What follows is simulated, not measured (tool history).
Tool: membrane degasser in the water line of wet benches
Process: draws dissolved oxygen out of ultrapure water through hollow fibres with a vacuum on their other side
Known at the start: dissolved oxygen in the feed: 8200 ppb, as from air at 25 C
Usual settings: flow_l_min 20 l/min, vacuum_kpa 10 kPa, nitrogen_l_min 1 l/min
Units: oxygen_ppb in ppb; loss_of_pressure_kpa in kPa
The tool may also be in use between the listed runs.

{"run": 1, "hour": 0.0, "flow_l_min": 20, "vacuum_kpa": 10, "nitrogen_l_min": 1, "oxygen_ppb": 614.9, "loss_of_pressure_kpa": 25.73}
{"run": 2, "hour": 38.8, "flow_l_min": 32, "vacuum_kpa": 10, "nitrogen_l_min": 1, "oxygen_ppb": 955.7, "loss_of_pressure_kpa": 40.68}
{"run": 3, "hour": 110.8, "flow_l_min": 20, "vacuum_kpa": 10, "nitrogen_l_min": 1, "oxygen_ppb": 622.4, "loss_of_pressure_kpa": 25.81}
{"run": 4, "hour": 182.8, "flow_l_min": 20, "vacuum_kpa": 10, "nitrogen_l_min": 1, "oxygen_ppb": 622.5, "loss_of_pressure_kpa": 25.73}
{"run": 5, "hour": 244.8, "flow_l_min": 20, "vacuum_kpa": 23.3, "nitrogen_l_min": 1, "oxygen_ppb": 1110.3, "loss_of_pressure_kpa": 25.94}
{"run": 6, "hour": 278.4, "flow_l_min": 20, "vacuum_kpa": 23.3, "nitrogen_l_min": 1, "oxygen_ppb": 1105, "loss_of_pressure_kpa": 25.68}
{"run": 7, "hour": 350.2, "flow_l_min": 20, "vacuum_kpa": 10, "nitrogen_l_min": 1, "oxygen_ppb": 608.6, "loss_of_pressure_kpa": 25.96}
{"run": 8, "hour": 395.0, "flow_l_min": 20, "vacuum_kpa": 10, "nitrogen_l_min": 1.8, "oxygen_ppb": 505.9, "loss_of_pressure_kpa": 25.81}
{"run": 9, "hour": 470.7, "flow_l_min": 20, "vacuum_kpa": 22.4, "nitrogen_l_min": 1, "oxygen_ppb": 1068.1, "loss_of_pressure_kpa": 26.03}
{"run": 10, "hour": 521.5, "flow_l_min": 20, "vacuum_kpa": 9.9, "nitrogen_l_min": 1, "oxygen_ppb": 616.5, "loss_of_pressure_kpa": 25.95}
{"run": 11, "hour": 595.8, "flow_l_min": 21, "vacuum_kpa": 9.9, "nitrogen_l_min": 1, "oxygen_ppb": 641.3, "loss_of_pressure_kpa": 26.98}
{"run": 12, "hour": 635.2, "flow_l_min": 21, "vacuum_kpa": 9.9, "nitrogen_l_min": 1, "oxygen_ppb": 649.2, "loss_of_pressure_kpa": 27.1}
{"run": 13, "hour": 708.1, "flow_l_min": 20, "vacuum_kpa": 10, "nitrogen_l_min": 1, "oxygen_ppb": 623.5, "loss_of_pressure_kpa": 25.62}
{"run": 14, "hour": 782.3, "flow_l_min": 20, "vacuum_kpa": 10, "nitrogen_l_min": 1, "oxygen_ppb": 629.2, "loss_of_pressure_kpa": 25.74}
{"run": 15, "hour": 855.6, "flow_l_min": 18, "vacuum_kpa": 10, "nitrogen_l_min": 1, "oxygen_ppb": 561.4, "loss_of_pressure_kpa": 23.21}
{"run": 16, "hour": 936.9, "flow_l_min": 20, "vacuum_kpa": 10, "nitrogen_l_min": 1, "oxygen_ppb": 618.6, "loss_of_pressure_kpa": 25.86}
{"run": 17, "hour": 997.1, "flow_l_min": 20, "vacuum_kpa": 12.2, "nitrogen_l_min": 1.16, "oxygen_ppb": 664.4, "loss_of_pressure_kpa": 26.01}
{"run": 18, "hour": 1051.3, "flow_l_min": 20, "vacuum_kpa": 12.2, "nitrogen_l_min": 1.16, "oxygen_ppb": 672.7, "loss_of_pressure_kpa": 25.72}
{"run": 19, "hour": 1094.0, "flow_l_min": 19, "vacuum_kpa": 6.7, "nitrogen_l_min": 0.82, "oxygen_ppb": 487.2, "loss_of_pressure_kpa": 24.65}
{"run": 20, "hour": 1136.0, "flow_l_min": 16, "vacuum_kpa": 6.1, "nitrogen_l_min": 0.82, "oxygen_ppb": 384.3, "loss_of_pressure_kpa": 20.51}
{"run": 21, "hour": 1205.3, "flow_l_min": 25, "vacuum_kpa": 6.1, "nitrogen_l_min": 1.36, "oxygen_ppb": 554.1, "loss_of_pressure_kpa": 32.26}
{"run": 22, "hour": 1253.1, "flow_l_min": 25, "vacuum_kpa": 6.1, "nitrogen_l_min": 1.36, "oxygen_ppb": 558.3, "loss_of_pressure_kpa": 32.4}
{"run": 23, "hour": 1311.1, "flow_l_min": 26, "vacuum_kpa": 6.1, "nitrogen_l_min": 0.98, "oxygen_ppb": 616.8, "loss_of_pressure_kpa": 33.54}
{"run": 24, "hour": 1359.5, "flow_l_min": 24, "vacuum_kpa": 13.2, "nitrogen_l_min": 2.61, "oxygen_ppb": 626.5, "loss_of_pressure_kpa": 31}
{"run": 25, "hour": 1416.5, "flow_l_min": 15, "vacuum_kpa": 6.1, "nitrogen_l_min": 1, "oxygen_ppb": 346.4, "loss_of_pressure_kpa": 19.6}
{"run": 26, "hour": 1475.8, "flow_l_min": 30, "vacuum_kpa": 23.1, "nitrogen_l_min": 0.58, "oxygen_ppb": 1994.8, "loss_of_pressure_kpa": 38.99}
{"run": 27, "hour": 1534.0, "flow_l_min": 15, "vacuum_kpa": 10.3, "nitrogen_l_min": 0.56, "oxygen_ppb": 638.5, "loss_of_pressure_kpa": 19.6}
{"run": 28, "hour": 1571.6, "flow_l_min": 15, "vacuum_kpa": 9.5, "nitrogen_l_min": 0.56, "oxygen_ppb": 587.7, "loss_of_pressure_kpa": 19.59}
{"run": 29, "hour": 1605.9, "flow_l_min": 24, "vacuum_kpa": 10, "nitrogen_l_min": 2.56, "oxygen_ppb": 561, "loss_of_pressure_kpa": 30.95}
{"run": 30, "hour": 1669.3, "flow_l_min": 24, "vacuum_kpa": 10, "nitrogen_l_min": 2.56, "oxygen_ppb": 561.9, "loss_of_pressure_kpa": 30.96}
{"run": 31, "hour": 1749.3, "flow_l_min": 28, "vacuum_kpa": 10.3, "nitrogen_l_min": 2.53, "oxygen_ppb": 660.9, "loss_of_pressure_kpa": 36.22}

4 ways to go on from here, each from the tool as it stands after run 31. What would each give?
{"run": "A", "hour": 1825.9, "flow_l_min": 23, "vacuum_kpa": 10, "nitrogen_l_min": 1, "oxygen_ppb": "?", "loss_of_pressure_kpa": "?"}
{"run": "B", "hour": 1825.9, "flow_l_min": 20, "vacuum_kpa": 6.5, "nitrogen_l_min": 1, "oxygen_ppb": "?", "loss_of_pressure_kpa": "?"}
{"run": "C", "hour": 1825.9, "flow_l_min": 26, "vacuum_kpa": 15.2, "nitrogen_l_min": 0.67, "oxygen_ppb": "?", "loss_of_pressure_kpa": "?"}
{"run": "D", "hour": 1825.9, "flow_l_min": 14, "vacuum_kpa": 13.1, "nitrogen_l_min": 0.56, "oxygen_ppb": "?", "loss_of_pressure_kpa": "?"}

run=A oxygen_ppb=710.7 loss_of_pressure_kpa=29.64
run=B oxygen_ppb=487.4 loss_of_pressure_kpa=25.86
run=C oxygen_ppb=1260.2 loss_of_pressure_kpa=33.99
run=D oxygen_ppb=715.2 loss_of_pressure_kpa=18.16
Without the tool's hidden state the same runs would have given:
run=A oxygen_ppb=679.3 loss_of_pressure_kpa=29.01
run=B oxygen_ppb=458.6 loss_of_pressure_kpa=25.3
run=C oxygen_ppb=1226.9 loss_of_pressure_kpa=33.27
run=D oxygen_ppb=689.2 loss_of_pressure_kpa=17.77
